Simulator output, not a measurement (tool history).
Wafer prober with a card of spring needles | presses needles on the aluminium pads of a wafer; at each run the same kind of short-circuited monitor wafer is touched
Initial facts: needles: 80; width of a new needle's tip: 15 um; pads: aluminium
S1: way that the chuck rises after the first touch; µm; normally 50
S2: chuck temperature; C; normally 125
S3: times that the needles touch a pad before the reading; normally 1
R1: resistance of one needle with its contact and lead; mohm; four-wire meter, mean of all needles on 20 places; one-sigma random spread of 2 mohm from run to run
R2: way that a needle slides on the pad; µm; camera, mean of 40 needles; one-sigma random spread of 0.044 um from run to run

run	hour	S1	S2	S3	R1	R2
1	0.0	50	125	1	453	8.88
# hour 2.3: tips cleaned on abrasive film
# hour 13.2: tips cleaned on abrasive film
# hour 22.0: tips cleaned on abrasive film
# hour 33.0: tips cleaned on abrasive film
2	39.0	50	125	1	462	8.83
# hour 43.4: tips cleaned on abrasive film
# hour 54.4: tips cleaned on abrasive film
# hour 63.2: tips cleaned on abrasive film
# hour 74.1: tips cleaned on abrasive film
# hour 82.9: tips cleaned on abrasive film
# hour 93.9: tips cleaned on abrasive film
3	97.7	50	46	1	406	8.65
# hour 104.3: tips cleaned on abrasive film
# hour 113.1: tips cleaned on abrasive film
# hour 121.9: tips cleaned on abrasive film
# hour 130.7: tips cleaned on abrasive film
# hour 137.5: height of the first contact set anew
# hour 141.9: tips cleaned on abrasive film
# hour 150.7: tips cleaned on abrasive film
4	155.9	50	28	1	437	9.21
# hour 160.4: tips cleaned on abrasive film
# hour 169.2: tips cleaned on abrasive film
# hour 180.2: tips cleaned on abrasive film
# hour 191.1: tips cleaned on abrasive film
# hour 202.1: tips cleaned on abrasive film
# hour 210.9: tips cleaned on abrasive film
# hour 219.7: tips cleaned on abrasive film
5	226.5	50	125	1	478	9.08
# hour 228.8: tips cleaned on abrasive film
# hour 237.6: tips cleaned on abrasive film
# hour 248.5: tips cleaned on abrasive film
# hour 259.5: tips cleaned on abrasive film
# hour 270.5: tips cleaned on abrasive film
6	277.7	50	125	1	535	8.89
# hour 279.9: tips cleaned on abrasive film
# hour 288.7: tips cleaned on abrasive film
# hour 297.5: tips cleaned on abrasive film
# hour 308.5: tips cleaned on abrasive film
# hour 317.3: tips cleaned on abrasive film
# hour 328.2: tips cleaned on abrasive film
7	329.9	50	125	1	334	8.83
# hour 338.7: tips cleaned on abrasive film
# hour 349.7: tips cleaned on abrasive film
# hour 360.6: tips cleaned on abrasive film
# hour 371.6: tips cleaned on abrasive film
# hour 380.4: tips cleaned on abrasive film
# hour 390.6: tips cleaned on abrasive film
8	390.6	50	125	1	273	8.68
# hour 401.6: tips cleaned on abrasive film
# hour 412.6: tips cleaned on abrasive film
# hour 423.5: tips cleaned on abrasive film
# hour 434.5: tips cleaned on abrasive film
9	438.2	33	125	1	717	5.43
# hour 442.9: height of the first contact set anew
# hour 445.1: tips cleaned on abrasive film
# hour 453.9: tips cleaned on abrasive film
# hour 464.9: tips cleaned on abrasive film
# hour 475.9: tips cleaned on abrasive film
10	479.0	33	125	1	596	6.00
# hour 485.7: tips cleaned on abrasive film
# hour 496.6: tips cleaned on abrasive film
# hour 505.4: tips cleaned on abrasive film
# hour 516.4: tips cleaned on abrasive film
# hour 525.2: tips cleaned on abrasive film
# hour 534.0: tips cleaned on abrasive film
# hour 544.9: tips cleaned on abrasive film
11	550.1	50	125	1	448	8.94
# hour 554.5: tips cleaned on abrasive film
# hour 563.3: tips cleaned on abrasive film
# hour 572.1: tips cleaned on abrasive film
# hour 583.1: tips cleaned on abrasive film
# hour 591.9: tips cleaned on abrasive film
# hour 602.8: tips cleaned on abrasive film
# hour 613.8: tips cleaned on abrasive film
# hour 622.6: tips cleaned on abrasive film
12	626.5	49	63	1	451	8.68
# hour 633.2: tips cleaned on abrasive film
# hour 642.0: tips cleaned on abrasive film
# hour 652.9: tips cleaned on abrasive film
# hour 663.9: tips cleaned on abrasive film
# hour 674.8: tips cleaned on abrasive film
# hour 685.8: tips cleaned on abrasive film
13	689.7	50	50	1	468	8.68
# hour 696.3: tips cleaned on abrasive film
# hour 705.1: tips cleaned on abrasive film
# hour 716.1: tips cleaned on abrasive film
# hour 724.9: tips cleaned on abrasive film
14	732.1	50	50	1	606	8.57
# hour 734.3: tips cleaned on abrasive film
# hour 745.3: tips cleaned on abrasive film
# hour 747.8: height of the first contact set anew
# hour 754.4: tips cleaned on abrasive film
# hour 765.4: tips cleaned on abrasive film
# hour 774.2: tips cleaned on abrasive film
# hour 785.1: tips cleaned on abrasive film
# hour 796.1: tips cleaned on abrasive film
# hour 807.1: tips cleaned on abrasive film
15	810.4	50	50	1	400	9.06
# hour 817.0: tips cleaned on abrasive film
# hour 825.8: tips cleaned on abrasive film
# hour 836.8: tips cleaned on abrasive film
# hour 845.6: tips cleaned on abrasive film
# hour 856.5: tips cleaned on abrasive film
16	859.6	62	28	1	350	11.31
# hour 866.2: tips cleaned on abrasive film
# hour 877.2: tips cleaned on abrasive film
# hour 886.0: tips cleaned on abrasive film
# hour 894.8: tips cleaned on abrasive film
# hour 905.7: tips cleaned on abrasive film
# hour 914.5: tips cleaned on abrasive film
# hour 925.5: tips cleaned on abrasive film
# hour 936.4: tips cleaned on abrasive film
17	944.0	62	28	1	468	11.06
# hour 946.3: tips cleaned on abrasive film
# hour 955.1: tips cleaned on abrasive film
# hour 966.0: tips cleaned on abrasive film
# hour 974.8: tips cleaned on abrasive film
# hour 985.8: tips cleaned on abrasive film
# hour 996.7: tips cleaned on abrasive film
# hour 1007.7: tips cleaned on abrasive film
18	1016.2	30	125	1	1386	4.97
# hour 1018.5: tips cleaned on abrasive film
# hour 1027.3: tips cleaned on abrasive film
# hour 1038.3: tips cleaned on abrasive film
# hour 1047.1: tips cleaned on abrasive film
# hour 1051.7: height of the first contact set anew
# hour 1058.3: tips cleaned on abrasive film
19	1060.5	30	125	1	684	5.55
# hour 1069.3: tips cleaned on abrasive film
# hour 1078.1: tips cleaned on abrasive film
# hour 1089.0: tips cleaned on abrasive film
# hour 1100.0: tips cleaned on abrasive film
20	1107.8	35	48	1	1042	6.34
# hour 1110.1: tips cleaned on abrasive film
# hour 1118.9: tips cleaned on abrasive film
# hour 1127.7: tips cleaned on abrasive film
# hour 1136.5: tips cleaned on abrasive film
# hour 1145.3: tips cleaned on abrasive film
# hour 1156.2: tips cleaned on abrasive film
# hour 1165.0: tips cleaned on abrasive film
# hour 1173.8: tips cleaned on abrasive film
# hour 1184.8: tips cleaned on abrasive film
21	1185.4	35	48	1	350	6.19
# hour 1194.2: tips cleaned on abrasive film
# hour 1203.0: tips cleaned on abrasive film
# hour 1213.9: tips cleaned on abrasive film
# hour 1224.9: tips cleaned on abrasive film
# hour 1233.7: tips cleaned on abrasive film
# hour 1242.5: tips cleaned on abrasive film
# hour 1251.3: tips cleaned on abrasive film
# hour 1262.3: tips cleaned on abrasive film
22	1266.9	50	51	2	403	8.79

Forecast each of these 4 alternatives for the next run:
# hour 1271.4: tips cleaned on abrasive film
# hour 1280.2: tips cleaned on abrasive film
# hour 1291.1: tips cleaned on abrasive film
# hour 1299.9: tips cleaned on abrasive film
# hour 1310.9: tips cleaned on abrasive film
# hour 1321.9: tips cleaned on abrasive film
# hour 1330.7: tips cleaned on abrasive film
A	1335.9	36	28	2	?	?
# hour 1271.4: tips cleaned on abrasive film
# hour 1280.2: tips cleaned on abrasive film
# hour 1291.1: tips cleaned on abrasive film
# hour 1299.9: tips cleaned on abrasive film
# hour 1310.9: tips cleaned on abrasive film
# hour 1321.9: tips cleaned on abrasive film
# hour 1330.7: tips cleaned on abrasive film
B	1335.9	32	89	1	?	?
# hour 1271.4: tips cleaned on abrasive film
# hour 1280.2: tips cleaned on abrasive film
# hour 1291.1: tips cleaned on abrasive film
# hour 1299.9: tips cleaned on abrasive film
# hour 1310.9: tips cleaned on abrasive film
# hour 1321.9: tips cleaned on abrasive film
# hour 1330.7: tips cleaned on abrasive film
C	1335.9	35	44	2	?	?
# hour 1271.4: tips cleaned on abrasive film
# hour 1280.2: tips cleaned on abrasive film
# hour 1291.1: tips cleaned on abrasive film
# hour 1299.9: tips cleaned on abrasive film
# hour 1310.9: tips cleaned on abrasive film
# hour 1321.9: tips cleaned on abrasive film
# hour 1330.7: tips cleaned on abrasive film
D	1335.9	42	66	1	?	?

run	R1	R2
A	641	5.96
B	1055	5.35
C	660	5.78
D	693	7.11
With no hidden state in the tool, these same runs would have given:
run	R1	R2
A	201	6.59
B	221	5.98
C	205	6.41
D	207	7.74
